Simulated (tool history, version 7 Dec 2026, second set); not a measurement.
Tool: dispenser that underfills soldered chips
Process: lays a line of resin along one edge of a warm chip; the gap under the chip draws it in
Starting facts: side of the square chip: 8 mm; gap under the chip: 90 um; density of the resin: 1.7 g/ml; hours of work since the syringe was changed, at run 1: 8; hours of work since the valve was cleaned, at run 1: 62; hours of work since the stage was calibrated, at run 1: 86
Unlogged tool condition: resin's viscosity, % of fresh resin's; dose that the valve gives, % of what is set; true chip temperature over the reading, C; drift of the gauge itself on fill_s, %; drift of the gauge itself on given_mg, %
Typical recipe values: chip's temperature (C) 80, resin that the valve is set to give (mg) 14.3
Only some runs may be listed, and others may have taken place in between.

run,hour,chip's temperature (C),resin that the valve is set to give (mg),hours of work since the syringe was changed,hours of work since the valve was cleaned,hours of work since the stage was calibrated,time until the resin shows at the far edge (s),resin that the valve gave (mg)
1,0,80,14.3,8,62,86,75.1,13.38
# hour 6.1: new syringe of resin
2,6.1,80,14.3,0,66,90,38.6,13.42
3,11.3,80,14.3,4,69,93,52.4,13.3
4,17,80,14.3,7,73,97,72.1,13.39
5,21.5,80,14.3,10,76,100,90.9,13.28
# hour 24.3: new syringe of resin
6,26.9,80,14.3,2,80,104,44.8,13.13
7,32.4,80,14.3,6,84,107,60.7,13.22
8,35.1,80,14.3,7,85,109,71.2,13.25
9,38.7,80,14.3,10,88,112,87.8,13.18
# hour 42.3: new syringe of resin
10,42.4,80,14.3,0,90,114,38.7,13.07
11,46.2,80,14.3,3,93,117,47.8,13.2
12,50.9,80,17.9,6,96,120,60.6,16.43
13,55.4,80,14.3,9,99,123,81.4,13
14,58.4,80,14.3,11,101,125,95.5,13.03
# hour 60.3: new syringe of resin
15,63.2,80,14.3,2,104,128,45.8,12.94
16,66.4,80,14.3,4,106,130,55.3,12.97
17,69.9,80,14.3,6,109,132,67.7,12.89
# hour 73.5: dispensing valve cleaned and set on the balance
18,75.6,82,14.3,10,1,136,80.9,14.18
# hour 79.7: new syringe of resin
19,81.3,80,14.3,1,5,139,41.3,14.35
20,85.9,90,14.3,4,8,142,41.1,14.17
21,89.1,89,14.3,6,10,145,50.3,14.07
22,92,89,14.3,8,12,147,59.4,14.14
# hour 97.8: new syringe of resin
23,97.8,90,18.6,0,16,150,27.4,18.33
24,101.2,87,13.8,2,18,153,37.2,13.61
25,105.8,87,13.8,5,22,156,48.3,13.44
26,110.2,79,13.2,8,25,159,79.7,13.09
27,113.1,77,13.8,10,26,161,97,13.33
# hour 115.8: new syringe of resin
28,116.9,77,13.8,1,29,163,44.8,13.43
29,121.3,88,12.5,4,32,166,41.3,12.24
30,125.7,66,17.2,7,35,169,98.5,16.72
31,129,66,17.2,9,37,171,119.7,16.71
32,132.3,72,13.8,11,39,174,122.7,13.36
# hour 134.2: new syringe of resin
33,138.7,91,14.4,3,43,178,37.2,13.72
34,142.1,71,13.8,5,46,180,78.9,13.4
35,146.4,71,13.8,8,49,183,101.8,13.2
36,150.2,86,13.8,11,51,185,79.8,13.17
# hour 152.2: new syringe of resin
37,155.8,91,18.2,2,55,189,32.6,17.41

Consider 3 possible next runs. They are alternatives, not a sequence: every one starts from the tool as it was left by run 37. What does each give?
A,159.6,91,13.1,5,57,192,?,?
B,159.6,91,13.8,5,57,192,?,?
C,159.6,75,14.3,5,57,192,?,?

run,time until the resin shows at the far edge (s),resin that the valve gave (mg)
A,42.4,12.31
B,43,13.07
C,65.9,13.68
Stripped of hidden state, with their random variation kept, the same runs would have yielded:
run,time until the resin shows at the far edge (s),resin that the valve gave (mg)
A,28.9,12.93
B,29.6,13.73
C,45.4,14.37
